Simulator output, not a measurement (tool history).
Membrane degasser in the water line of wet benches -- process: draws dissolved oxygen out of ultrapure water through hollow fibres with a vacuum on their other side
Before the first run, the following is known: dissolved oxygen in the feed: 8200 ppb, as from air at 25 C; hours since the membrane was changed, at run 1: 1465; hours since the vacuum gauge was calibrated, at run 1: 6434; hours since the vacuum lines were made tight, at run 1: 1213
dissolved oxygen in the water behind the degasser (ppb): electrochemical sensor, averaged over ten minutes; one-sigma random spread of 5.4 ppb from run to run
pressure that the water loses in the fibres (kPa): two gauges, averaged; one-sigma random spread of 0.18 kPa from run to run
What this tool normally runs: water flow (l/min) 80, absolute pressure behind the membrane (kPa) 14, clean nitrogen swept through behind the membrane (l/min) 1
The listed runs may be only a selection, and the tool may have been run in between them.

run	hour	water flow (l/min)	absolute pressure behind the membrane (kPa)	clean nitrogen swept through behind the membrane (l/min)	hours since the membrane was changed	hours since the vacuum gauge was calibrated	hours since the vacuum lines were made tight	dissolved oxygen in the water behind the degasser (ppb)	pressure that the water loses in the fibres (kPa)
1	0	80	14	1	1465	6434	1213	1451.6	30.39
2	96.8	80	14	1	1562	6530	1310	1455.4	29.95
3	220.1	80	14	1	1685	6654	1434	1438.4	30.25
4	319.6	80	14	1	1785	6753	1533	1439.8	29.94
5	455.1	80	14	1	1920	6889	1669	1438	30.4
6	563.8	80	14	1	2029	6998	1777	1437.5	30.27
7	693.9	80	14	1	2159	7128	1907	1442.3	30.33
8	768.6	120	14	1	2234	7202	1982	1928.3	45.41
9	861	120	14	1	2326	7295	2074	1926.3	45.33
10	977.4	80	14	0.92	2443	7411	2191	1490	30.16
11	1111.1	80	14	1	2576	7545	2325	1430.7	30.37
12	1224.3	80	14	1	2690	7658	2438	1412.7	30.13
13	1349	80	14	1	2814	7783	2563	1409.5	30.35
# hour 1385.8: gauge calibrated
14	1513.5	80	14	1	2979	7947	2727	1451.1	30.09
15	1611.4	80	14	1	3077	8045	2825	1444.6	29.9
16	1733.1	80	14	1	3198	8167	2947	1445.5	29.99
# hour 1805.8: vacuum gauge calibrated
17	1805.8	80	14	1	3271	0	3019	1436.1	30.14
18	1888.3	101	20.4	1	3353	83	3101	2354.5	37.86
19	1965	86	10.9	0.89	3430	159	3178	1255.4	32.51
20	2111.5	86	10.9	0.89	3576	306	3325	1251.9	32.49
21	2239.2	60	10.9	0.84	3704	433	3452	963	22.95
22	2377.9	97	32.6	0.88	3843	572	3591	3448.8	36.4
23	2530.4	97	13.3	0.88	3995	725	3743	1682	35.85
24	2696.6	97	13.3	0.88	4161	891	3910	1656.3	36.5
25	2858.5	83	17.4	0.88	4323	1053	4071	1886.2	31.61
26	3008.3	105	17.4	1.53	4473	1202	4221	1689.8	39.57
27	3124.9	61	28.8	0.7	4590	1319	4338	2691.8	23.01
# hour 3173.5: seals of the vacuum lines changed
28	3274.5	70	16.8	1.37	4737	1467	101	1255.9	26.56
29	3396.6	70	16.8	1.37	4859	1589	223	1247.3	26.56
30	3526.2	59	26.1	0.91	4989	1718	353	2087.2	22.09
31	3643.7	55	26.4	0.91	5107	1836	470	2013.7	20.76

Each row is a separate what-if for the run after 31, all from the same tool condition, not one after another. Results?
A	3750.8	63	26.4	0.91	5214	1943	577	?	?
B	3750.8	53	15.1	2.76	5214	1943	577	?	?
C	3750.8	80	16.6	1.33	5214	1943	577	?	?

run	dissolved oxygen in the water behind the degasser (ppb)	pressure that the water loses in the fibres (kPa)
A	2210.9	23.71
B	536.1	20.05
C	1397.2	30.3
Without the tool's unlogged condition, the same runs would have read:
run	dissolved oxygen in the water behind the degasser (ppb)	pressure that the water loses in the fibres (kPa)
A	2312.9	23.69
B	560.7	20.04
C	1461.3	30.28
